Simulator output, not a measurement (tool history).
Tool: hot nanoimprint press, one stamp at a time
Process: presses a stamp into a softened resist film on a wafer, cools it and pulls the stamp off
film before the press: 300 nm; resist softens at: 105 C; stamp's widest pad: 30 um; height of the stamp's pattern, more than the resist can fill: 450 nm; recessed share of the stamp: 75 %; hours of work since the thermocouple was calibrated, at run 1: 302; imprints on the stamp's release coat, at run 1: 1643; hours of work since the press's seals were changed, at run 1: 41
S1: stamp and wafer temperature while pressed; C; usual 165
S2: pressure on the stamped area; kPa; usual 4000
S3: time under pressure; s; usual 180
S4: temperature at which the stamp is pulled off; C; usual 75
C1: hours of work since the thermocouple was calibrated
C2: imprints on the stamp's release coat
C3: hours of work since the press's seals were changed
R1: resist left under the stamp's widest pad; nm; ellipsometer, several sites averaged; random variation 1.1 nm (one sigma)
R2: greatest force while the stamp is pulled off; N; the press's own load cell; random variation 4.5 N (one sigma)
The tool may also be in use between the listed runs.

run 1 hour=0 | S1=165 S2=4000 S3=180 S4=75 | C1=302 C2=1643 C3=41 | R1=167.7 R2=315
run 2 hour=7.2 | S1=165 S2=4000 S3=180 S4=75 | C1=306 C2=1669 C3=45 | R1=167.5 R2=336
-- hour=18.7 plate thermocouple calibrated
run 3 hour=21.6 | S1=165 S2=4000 S3=180 S4=75 | C1=2 C2=1710 C3=53 | R1=169.7 R2=319
run 4 hour=26.6 | S1=165 S2=4000 S3=180 S4=75 | C1=5 C2=1728 C3=56 | R1=171 R2=323
-- hour=42.1 stamp cleaned and given a new release coat
run 5 hour=43.9 | S1=165 S2=4000 S3=180 S4=75 | C1=12 C2=6 C3=63 | R1=169.3 R2=217
run 6 hour=50 | S1=165 S2=4000 S3=180 S4=75 | C1=16 C2=28 C3=67 | R1=172.8 R2=227
run 7 hour=55.2 | S1=165 S2=4000 S3=180 S4=75 | C1=20 C2=47 C3=70 | R1=170.7 R2=222
-- hour=65.8 plate thermocouple calibrated, once more
run 8 hour=67.2 | S1=165 S2=4000 S3=180 S4=75 | C1=1 C2=80 C3=76 | R1=158.2 R2=230
run 9 hour=77 | S1=165 S2=4000 S3=180 S4=75 | C1=7 C2=115 C3=82 | R1=157.8 R2=225
run 10 hour=88.4 | S1=165 S2=4000 S3=180 S4=75 | C1=15 C2=156 C3=90 | R1=158.7 R2=226
run 11 hour=94.1 | S1=165 S2=4000 S3=180 S4=75 | C1=18 C2=177 C3=93 | R1=158.7 R2=236
run 12 hour=105 | S1=165 S2=6150 S3=159 S4=75 | C1=25 C2=217 C3=100 | R1=132.9 R2=236
run 13 hour=112 | S1=172 S2=2990 S3=303 S4=72 | C1=30 C2=242 C3=105 | R1=111.1 R2=234
run 14 hour=120.5 | S1=165 S2=6360 S3=355 S4=75 | C1=35 C2=273 C3=110 | R1=98.4 R2=238
run 15 hour=131.1 | S1=165 S2=6360 S3=355 S4=75 | C1=42 C2=311 C3=117 | R1=97.9 R2=246
run 16 hour=139.2 | S1=165 S2=4000 S3=357 S4=75 | C1=47 C2=340 C3=122 | R1=123.6 R2=240
run 17 hour=147.3 | S1=165 S2=4000 S3=150 S4=72 | C1=52 C2=370 C3=128 | R1=168.5 R2=249
run 18 hour=155.9 | S1=165 S2=4000 S3=150 S4=72 | C1=58 C2=401 C3=133 | R1=169.6 R2=262
run 19 hour=166.7 | S1=165 S2=4000 S3=150 S4=72 | C1=65 C2=440 C3=140 | R1=168.8 R2=243
run 20 hour=172.4 | S1=165 S2=4000 S3=150 S4=72 | C1=69 C2=461 C3=144 | R1=171.4 R2=250
run 21 hour=182.3 | S1=158 S2=2460 S3=150 S4=78 | C1=75 C2=497 C3=150 | R1=251.2 R2=244

Hidden state or all else? Some run-to-run changes of R1, split into what the settings, what came in and random variation would give without the hidden state, and what is left for the hidden state (with any gauge scatter that isn't in both results):
The hidden state here: true temperature over the reading, C; pressure that arrives at the usual setting, %; grip of the stamp's worn release coat, % over a new coat's; drift of the gauge itself on residual_nm, %; drift of the gauge itself on pull_off_n, %.
Run 2 -> 3: plate thermocouple calibrated. R1 +2.2 nm: hidden state +4.5, all else -2.3.
Run 7 -> 8: plate thermocouple calibrated, once more. R1 -12.5 nm: hidden state -14.5, all else +2.
Run 16 -> 17: S3 357 -> 150, S4 75 -> 72. R1 +44.9 nm: hidden state +0.6, all else +44.3.
Run 20 -> 21: S1 165 -> 158, S2 4000 -> 2460, S4 72 -> 78. R1 +79.8 nm: hidden state -0.7, all else +80.5.
